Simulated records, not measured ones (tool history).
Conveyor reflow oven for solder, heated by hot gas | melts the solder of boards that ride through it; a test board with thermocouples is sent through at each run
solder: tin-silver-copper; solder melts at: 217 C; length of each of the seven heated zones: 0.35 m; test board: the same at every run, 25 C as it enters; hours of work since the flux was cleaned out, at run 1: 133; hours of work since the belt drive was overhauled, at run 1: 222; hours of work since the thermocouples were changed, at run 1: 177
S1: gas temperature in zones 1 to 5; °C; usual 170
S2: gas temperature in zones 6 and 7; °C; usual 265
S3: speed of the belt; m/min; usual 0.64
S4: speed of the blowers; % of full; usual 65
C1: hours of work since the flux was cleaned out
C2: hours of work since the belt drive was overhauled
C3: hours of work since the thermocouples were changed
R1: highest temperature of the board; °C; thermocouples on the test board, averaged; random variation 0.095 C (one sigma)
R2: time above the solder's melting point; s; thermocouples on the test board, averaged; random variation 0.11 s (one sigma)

Run 1, hour 0: usual settings; C1 133; C2 222; C3 177. Result: R1 248.29 °C, R2 45.2 s.
At hour 81.4: flux residue cleaned out of gas plates and filters.
Run 2, hour 105: usual settings; C1 14; C2 281; C3 237. Result: R1 249.08 °C, R2 45.9 s.
Run 3, hour 178.6: usual settings; C1 58; C2 325; C3 281. Result: R1 249.01 °C, R2 45.8 s.
Run 4, hour 261.7: usual settings; C1 107; C2 374; C3 330. Result: R1 248.9 °C, R2 45.6 s.
Run 5, hour 355.6: usual settings but S4 75 % of full; C1 163; C2 430; C3 386. Result: R1 251.42 °C, R2 48.1 s.
At hour 391.6: flux residue cleaned out of gas plates and filters.
Run 6, hour 439.3: usual settings but S4 75 % of full; C1 28; C2 477; C3 433. Result: R1 251.97 °C, R2 48.8 s.
Run 7, hour 517.9: usual settings but S4 75 % of full; C1 75; C2 524; C3 479. Result: R1 251.78 °C, R2 48.4 s.
At hour 582.1: thermocouples of zones 6 and 7 changed.
Run 8, hour 619.9: usual settings but S2 264 °C; C1 135; C2 583; C3 22. Result: R1 247.39 °C, R2 44.9 s.
Run 9, hour 679.9: usual settings but S1 174 °C; C1 170; C2 619; C3 58. Result: R1 248.98 °C, R2 47 s.
At hour 700.7: flux residue cleaned out of gas plates and filters.
Run 10, hour 766.2: usual settings but S1 174 °C; C1 39; C2 667; C3 107. Result: R1 249.89 °C, R2 47.9 s.
Run 11, hour 836.7: usual settings but S1 174 °C; C1 81; C2 709; C3 149. Result: R1 249.49 °C, R2 48 s.
Run 12, hour 927.1: usual settings but S1 174 °C, S4 84 % of full; C1 135; C2 763; C3 202. Result: R1 254.04 °C, R2 51.7 s.
At hour 1004.1: flux residue cleaned out of gas plates and filters.
Run 13, hour 1019.5: usual settings but S1 158 °C; C1 9; C2 815; C3 254. Result: R1 247.44 °C, R2 41.7 s.
Run 14, hour 1075.4: usual settings but S2 258 °C; C1 42; C2 848; C3 288. Result: R1 243.18 °C, R2 42 s.
Run 15, hour 1124.6: usual settings but S2 258 °C; C1 72; C2 878; C3 317. Result: R1 243.31 °C, R2 41.9 s.
Run 16, hour 1206.6: usual settings but S2 258 °C; C1 120; C2 926; C3 366. Result: R1 243.17 °C, R2 41.9 s.
At hour 1313.5: flux residue cleaned out of gas plates and filters.
Run 17, hour 1314.2: usual settings but S1 161 °C, S2 258 °C, S4 77 % of full; C1 0; C2 988; C3 427. Result: R1 245.25 °C, R2 42.4 s.
Run 18, hour 1379.2: usual settings but S1 161 °C, S2 258 °C, S4 77 % of full; C1 39; C2 1026; C3 465. Result: R1 245.34 °C, R2 42.4 s.
Run 19, hour 1457.3: usual settings but S1 158 °C, S3 0.523 m/min, S4 58 % of full; C1 86; C2 1073; C3 512. Result: R1 251.91 °C, R2 56.4 s.
At hour 1463.5: thermocouples of zones 6 and 7 changed.
Run 20, hour 1531.2: usual settings but S3 0.57 m/min, S4 55 % of full; C1 128; C2 1116; C3 40. Result: R1 249.01 °C, R2 52 s.
Run 21, hour 1609.4: usual settings but S1 176 °C, S3 0.57 m/min, S4 55 % of full; C1 175; C2 1162; C3 87. Result: R1 249.92 °C, R2 54.9 s.
At hour 1620.2: flux residue cleaned out of gas plates and filters.
Run 22, hour 1702.3: usual settings but S1 176 °C, S2 278 °C, S3 0.57 m/min, S4 50 % of full; C1 49; C2 1214; C3 139. Result: R1 260 °C, R2 61 s.
Run 23, hour 1753.4: usual settings but S1 178 °C, S2 278 °C, S3 0.57 m/min, S4 50 % of full; C1 79; C2 1245; C3 170. Result: R1 260.43 °C, R2 62 s.
Run 24, hour 1846.5: usual settings but S1 178 °C, S2 253 °C, S3 0.648 m/min, S4 61 % of full; C1 135; C2 1300; C3 225. Result: R1 238.17 °C, R2 39.3 s.
Run 25, hour 1891.5: usual settings but S1 183 °C, S2 253 °C, S3 0.648 m/min, S4 75 % of full; C1 161; C2 1327; C3 252. Result: R1 242.28 °C, R2 46.3 s.
At hour 1928.6: flux residue cleaned out of gas plates and filters.
Run 26, hour 1990.8: usual settings but S1 161 °C, S2 253 °C, S3 0.633 m/min, S4 75 % of full; C1 37; C2 1383; C3 308. Result: R1 240.39 °C, R2 39 s.
Run 27, hour 2089.4: usual settings but S1 161 °C, S3 0.624 m/min, S4 70 % of full; C1 96; C2 1442; C3 367. Result: R1 249.97 °C, R2 46.3 s.
Run 28, hour 2151: usual settings but S1 159 °C, S3 0.611 m/min; C1 132; C2 1478; C3 403. Result: R1 248.66 °C, R2 45.6 s.
Run 29, hour 2200.2: usual settings but S1 159 °C, S3 0.611 m/min; C1 162; C2 1508; C3 432. Result: R1 248.52 °C, R2 45.7 s.

Hidden state at the last listed run before each entry between runs and at the first one after, where it differs:
Between runs 1 and 2: flux residue cleaned out of gas plates and filters (hour 81.4)
  heat that the gas passes to the board, % of a clean oven's: 96.6 -> 99.7; belt's true speed, % of the reading: 99.93 -> 99.87; true gas temperature in zones 6 and 7 over the reading, C: 0.09 -> 0.19
  measured less the result without the state, R1: -0.65 -> +0.13 °C; R2: -0.6 -> +0.1 s
Between runs 5 and 6: flux residue cleaned out of gas plates and filters (hour 391.6)
  heat that the gas passes to the board, % of a clean oven's: 96.5 -> 98.9; belt's true speed, % of the reading: 99.7 -> 99.65; true gas temperature in zones 6 and 7 over the reading, C: 0.44 -> 0.52
  measured less the result without the state, R1: -0.31 -> +0.32 °C; R2: -0.3 -> +0.4 s
Between runs 7 and 8: thermocouples of zones 6 and 7 changed (hour 582.1)
  heat that the gas passes to the board, % of a clean oven's: 97.8 -> 96.7; belt's true speed, % of the reading: 99.6 -> 99.53; true gas temperature in zones 6 and 7 over the reading, C: 0.61 -> 0.02
  measured less the result without the state, R1: +0.18 -> -0.55 °C; R2: +0.1 -> -0.3 s
Between runs 9 and 10: flux residue cleaned out of gas plates and filters (hour 700.7)
  heat that the gas passes to the board, % of a clean oven's: 95.9 -> 99.2; belt's true speed, % of the reading: 99.49 -> 99.43; true gas temperature in zones 6 and 7 over the reading, C: 0.08 -> 0.16
  measured less the result without the state, R1: -0.63 -> +0.16 °C; R2: -0.4 -> +0.3 s
Between runs 12 and 13: flux residue cleaned out of gas plates and filters (hour 1004.1)
  heat that the gas passes to the board, % of a clean oven's: 97.3 -> 99.6; belt's true speed, % of the reading: 99.33 -> 99.27; true gas temperature in zones 6 and 7 over the reading, C: 0.31 -> 0.41
  measured less the result without the state, R1: -0.14 -> +0.51 °C; R2: +0.1 -> +0.7 s
Between runs 16 and 17: flux residue cleaned out of gas plates and filters (hour 1313.5)
  heat that the gas passes to the board, % of a clean oven's: 97.5 -> 99.7; belt's true speed, % of the reading: 99.15 -> 99.07; true gas temperature in zones 6 and 7 over the reading, C: 0.6 -> 0.71
  measured less the result without the state, R1: +0.27 -> +0.82 °C; R2: +0.4 -> +1 s
Between runs 19 and 20: thermocouples of zones 6 and 7 changed (hour 1463.5)
  heat that the gas passes to the board, % of a clean oven's: 98 -> 97; belt's true speed, % of the reading: 98.98 -> 98.93; true gas temperature in zones 6 and 7 over the reading, C: 0.86 -> -0.22
  measured less the result without the state, R1: +0.74 -> -0.37 °C; R2: +1.1 -> +0.2 s
Between runs 21 and 22: flux residue cleaned out of gas plates and filters (hour 1620.2)
  heat that the gas passes to the board, % of a clean oven's: 96.1 -> 98; belt's true speed, % of the reading: 98.88 -> 98.83; true gas temperature in zones 6 and 7 over the reading, C: -0.14 -> -0.05
  measured less the result without the state, R1: -0.42 -> +0.04 °C; R2: +0.2 -> +0.8 s
Between runs 25 and 26: flux residue cleaned out of gas plates and filters (hour 1928.6)
  heat that the gas passes to the board, % of a clean oven's: 95.6 -> 98.7; belt's true speed, % of the reading: 98.69 -> 98.63; true gas temperature in zones 6 and 7 over the reading, C: 0.15 -> 0.24
  measured less the result without the state, R1: -0.35 -> +0.3 °C; R2: +0.1 -> +0.9 s

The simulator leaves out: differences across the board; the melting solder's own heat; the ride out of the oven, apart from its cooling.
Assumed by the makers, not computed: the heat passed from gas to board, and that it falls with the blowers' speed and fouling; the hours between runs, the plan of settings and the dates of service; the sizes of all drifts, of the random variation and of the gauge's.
